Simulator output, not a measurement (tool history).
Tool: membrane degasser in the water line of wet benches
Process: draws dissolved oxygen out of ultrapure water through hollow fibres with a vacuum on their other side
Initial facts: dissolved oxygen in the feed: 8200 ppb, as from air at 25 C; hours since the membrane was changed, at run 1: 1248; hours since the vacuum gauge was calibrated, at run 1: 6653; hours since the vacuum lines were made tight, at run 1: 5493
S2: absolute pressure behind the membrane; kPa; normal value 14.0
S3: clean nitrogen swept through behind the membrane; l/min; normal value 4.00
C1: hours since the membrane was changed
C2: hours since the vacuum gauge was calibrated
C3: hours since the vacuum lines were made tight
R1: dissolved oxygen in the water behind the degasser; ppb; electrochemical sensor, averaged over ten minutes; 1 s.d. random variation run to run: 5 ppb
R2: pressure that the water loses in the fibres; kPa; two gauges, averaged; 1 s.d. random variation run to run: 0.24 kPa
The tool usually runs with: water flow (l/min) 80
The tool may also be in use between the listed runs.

Run 1, hour 0.0: usual settings; C1 1248; C2 6653; C3 5493. Result: R1 507.2 ppb, R2 65.23 kPa.
Run 2, hour 51.3: usual settings but S3 10.12 l/min; C1 1299; C2 6704; C3 5544. Result: R1 248.2 ppb, R2 65.34 kPa.
Run 3, hour 86.3: usual settings; C1 1334; C2 6739; C3 5579. Result: R1 514.5 ppb, R2 65.77 kPa.
Run 4, hour 141.0: usual settings; C1 1389; C2 6794; C3 5634. Result: R1 519.2 ppb, R2 65.14 kPa.
Run 5, hour 192.5: usual settings; C1 1441; C2 6845; C3 5685. Result: R1 527.9 ppb, R2 65.55 kPa.
Run 6, hour 229.2: usual settings; C1 1477; C2 6882; C3 5722. Result: R1 516.5 ppb, R2 65.36 kPa.
Run 7, hour 274.2: usual settings but S3 10.42 l/min; C1 1522; C2 6927; C3 5767. Result: R1 252.3 ppb, R2 65.50 kPa.
Run 8, hour 311.1: usual settings; C1 1559; C2 6964; C3 5804. Result: R1 508.6 ppb, R2 65.21 kPa.
Run 9, hour 366.6: usual settings but water flow (l/min) 60; C1 1615; C2 7020; C3 5859. Result: R1 389.6 ppb, R2 49.12 kPa.
At hour 387.9: vacuum gauge calibrated.
Run 10, hour 393.8: usual settings but water flow (l/min) 60; C1 1641; C2 6; C3 5886. Result: R1 402.2 ppb, R2 49.12 kPa.
Run 11, hour 444.1: usual settings but water flow (l/min) 60; C1 1692; C2 56; C3 5936. Result: R1 398.6 ppb, R2 49.42 kPa.
Run 12, hour 469.6: usual settings; C1 1717; C2 82; C3 5962. Result: R1 535.1 ppb, R2 65.33 kPa.
Run 13, hour 495.2: usual settings; C1 1743; C2 107; C3 5987. Result: R1 527.1 ppb, R2 65.77 kPa.
Run 14, hour 537.3: usual settings; C1 1785; C2 149; C3 6029. Result: R1 527.5 ppb, R2 65.68 kPa.
Run 15, hour 591.4: usual settings; C1 1839; C2 204; C3 6083. Result: R1 527.4 ppb, R2 65.48 kPa.
Run 16, hour 634.2: usual settings; C1 1882; C2 246; C3 6126. Result: R1 534.8 ppb, R2 65.56 kPa.
At hour 651.7: vacuum gauge calibrated, once more.
Run 17, hour 669.2: usual settings; C1 1916; C2 17; C3 6161. Result: R1 501.8 ppb, R2 65.42 kPa.
Run 18, hour 728.2: usual settings but water flow (l/min) 60; C1 1975; C2 77; C3 6220. Result: R1 372.1 ppb, R2 49.66 kPa.
Run 19, hour 778.8: usual settings but S2 33.4 kPa, S3 3.71 l/min; C1 2026; C2 127; C3 6270. Result: R1 1268.8 ppb, R2 65.52 kPa.
Run 20, hour 811.4: usual settings but water flow (l/min) 63, S2 25.1 kPa, S3 5.01 l/min; C1 2059; C2 160; C3 6303. Result: R1 610.2 ppb, R2 51.66 kPa.
Run 21, hour 853.8: usual settings but water flow (l/min) 63, S2 25.1 kPa, S3 5.01 l/min; C1 2101; C2 202; C3 6345. Result: R1 617.7 ppb, R2 51.99 kPa.
Run 22, hour 879.7: usual settings but water flow (l/min) 123, S2 19.1 kPa; C1 2127; C2 228; C3 6371. Result: R1 1022.7 ppb, R2 101.19 kPa.
Run 23, hour 934.7: usual settings but water flow (l/min) 123, S2 19.1 kPa, S3 3.84 l/min; C1 2182; C2 283; C3 6426. Result: R1 1073.0 ppb, R2 101.51 kPa.
Run 24, hour 988.1: usual settings but water flow (l/min) 82, S2 28.4 kPa, S3 6.64 l/min; C1 2235; C2 336; C3 6480. Result: R1 711.7 ppb, R2 67.42 kPa.
Run 25, hour 1020.9: usual settings but water flow (l/min) 64, S2 28.4 kPa, S3 6.64 l/min; C1 2268; C2 369; C3 6512. Result: R1 562.7 ppb, R2 52.75 kPa.
Run 26, hour 1057.4: usual settings but water flow (l/min) 73, S3 6.17 l/min; C1 2305; C2 406; C3 6549. Result: R1 333.8 ppb, R2 60.09 kPa.
Run 27, hour 1115.0: usual settings but S2 14.6 kPa; C1 2362; C2 463; C3 6607. Result: R1 528.0 ppb, R2 65.76 kPa.
Run 28, hour 1176.9: usual settings but water flow (l/min) 64, S2 10.0 kPa, S3 6.05 l/min; C1 2424; C2 525; C3 6668. Result: R1 194.9 ppb, R2 52.79 kPa.
Run 29, hour 1211.4: usual settings but water flow (l/min) 64, S2 29.7 kPa, S3 2.06 l/min; C1 2459; C2 560; C3 6703. Result: R1 1490.3 ppb, R2 53.22 kPa.
Run 30, hour 1261.0: usual settings but water flow (l/min) 64, S2 29.7 kPa, S3 2.06 l/min; C1 2508; C2 609; C3 6753. Result: R1 1502.1 ppb, R2 52.60 kPa.
Run 31, hour 1305.3: usual settings but water flow (l/min) 64, S2 29.7 kPa, S3 2.06 l/min; C1 2552; C2 654; C3 6797. Result: R1 1483.2 ppb, R2 52.80 kPa.

3 ways to go on from here, each from the tool as it stands after run 31. What would each give?
Run A, hour 1342.9: usual settings but water flow (l/min) 89, S2 8.7 kPa, S3 2.06 l/min; C1 2590; C2 691; C3 6834. Result: R1 ?, R2 ?.
Run B, hour 1342.9: usual settings but water flow (l/min) 77, S2 9.1 kPa, S3 6.95 l/min; C1 2590; C2 691; C3 6834. Result: R1 ?, R2 ?.
Run C, hour 1342.9: usual settings but water flow (l/min) 64, S2 15.2 kPa, S3 2.06 l/min; C1 2590; C2 691; C3 6834. Result: R1 ?, R2 ?.

run     R1     R2
  A  510.7  73.80
  B  194.1  63.36
  C  743.3  52.59
The same runs, with their run-to-run variation unchanged, on a tool lacking any hidden condition would have given:
run     R1     R2
  A  500.1  72.06
  B  186.8  61.86
  C  735.1  51.33
